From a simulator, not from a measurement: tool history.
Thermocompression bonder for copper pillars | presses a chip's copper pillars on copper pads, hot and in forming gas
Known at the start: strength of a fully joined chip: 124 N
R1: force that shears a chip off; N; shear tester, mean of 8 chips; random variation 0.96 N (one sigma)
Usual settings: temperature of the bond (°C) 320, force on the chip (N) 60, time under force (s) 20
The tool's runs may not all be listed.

{"run": 1, "hour": 0.0, "temperature of the bond (°C)": 320, "force on the chip (N)": 60, "time under force (s)": 20, "R1": 72.6}
{"run": 2, "hour": 47.4, "temperature of the bond (°C)": 320, "force on the chip (N)": 60, "time under force (s)": 20, "R1": 69.1}
{"run": 3, "hour": 134.4, "temperature of the bond (°C)": 320, "force on the chip (N)": 60, "time under force (s)": 20, "R1": 69.1}
{"run": 4, "hour": 185.8, "temperature of the bond (°C)": 320, "force on the chip (N)": 60, "time under force (s)": 20, "R1": 68.2}
{"run": 5, "hour": 269.8, "temperature of the bond (°C)": 320, "force on the chip (N)": 60, "time under force (s)": 20, "R1": 66.6}
{"run": 6, "hour": 323.4, "temperature of the bond (°C)": 320, "force on the chip (N)": 60, "time under force (s)": 26, "R1": 69.4}
{"run": 7, "hour": 366.2, "temperature of the bond (°C)": 320, "force on the chip (N)": 60, "time under force (s)": 26, "R1": 70.3}
{"hour": 375.9, "done": "forming gas filter changed"}
{"run": 8, "hour": 440.2, "temperature of the bond (°C)": 320, "force on the chip (N)": 60, "time under force (s)": 26, "R1": 73.9}
{"hour": 461.5, "done": "heater calibrated with a thermocouple chip"}
{"run": 9, "hour": 494.3, "temperature of the bond (°C)": 320, "force on the chip (N)": 37, "time under force (s)": 20, "R1": 42.4}
{"hour": 547.2, "done": "force cell calibrated"}
{"run": 10, "hour": 581.4, "temperature of the bond (°C)": 320, "force on the chip (N)": 37, "time under force (s)": 20, "R1": 42.7}
{"run": 11, "hour": 663.6, "temperature of the bond (°C)": 320, "force on the chip (N)": 60, "time under force (s)": 20, "R1": 65.3}
{"run": 12, "hour": 733.4, "temperature of the bond (°C)": 320, "force on the chip (N)": 60, "time under force (s)": 20, "R1": 64.3}
{"hour": 783.8, "done": "heater calibrated with a thermocouple chip, once more"}
{"hour": 808.2, "done": "forming gas filter changed"}
{"run": 13, "hour": 811.7, "temperature of the bond (°C)": 294, "force on the chip (N)": 60, "time under force (s)": 20, "R1": 60.8}
{"run": 14, "hour": 884.0, "temperature of the bond (°C)": 298, "force on the chip (N)": 57, "time under force (s)": 15, "R1": 52.5}
{"run": 15, "hour": 935.8, "temperature of the bond (°C)": 333, "force on the chip (N)": 86, "time under force (s)": 23, "R1": 107.5}
{"run": 16, "hour": 998.8, "temperature of the bond (°C)": 333, "force on the chip (N)": 86, "time under force (s)": 23, "R1": 105.9}
{"run": 17, "hour": 1088.4, "temperature of the bond (°C)": 333, "force on the chip (N)": 86, "time under force (s)": 23, "R1": 103.4}
{"run": 18, "hour": 1166.1, "temperature of the bond (°C)": 329, "force on the chip (N)": 68, "time under force (s)": 20, "R1": 87.7}
{"hour": 1235.0, "done": "forming gas filter changed"}
{"run": 19, "hour": 1240.1, "temperature of the bond (°C)": 320, "force on the chip (N)": 40, "time under force (s)": 44, "R1": 73.8}
{"run": 20, "hour": 1331.2, "temperature of the bond (°C)": 320, "force on the chip (N)": 60, "time under force (s)": 20, "R1": 76.7}
{"run": 21, "hour": 1399.2, "temperature of the bond (°C)": 311, "force on the chip (N)": 66, "time under force (s)": 35, "R1": 86.3}
{"run": 22, "hour": 1465.0, "temperature of the bond (°C)": 306, "force on the chip (N)": 57, "time under force (s)": 12, "R1": 50.7}

Forecast run 23:
{"run": 23, "hour": 1551.2, "temperature of the bond (°C)": 306, "force on the chip (N)": 57, "time under force (s)": 12, "R1": "?"}

R1: 49.5 N
Without the tool's hidden state the same run would have given R1 56.8 N.

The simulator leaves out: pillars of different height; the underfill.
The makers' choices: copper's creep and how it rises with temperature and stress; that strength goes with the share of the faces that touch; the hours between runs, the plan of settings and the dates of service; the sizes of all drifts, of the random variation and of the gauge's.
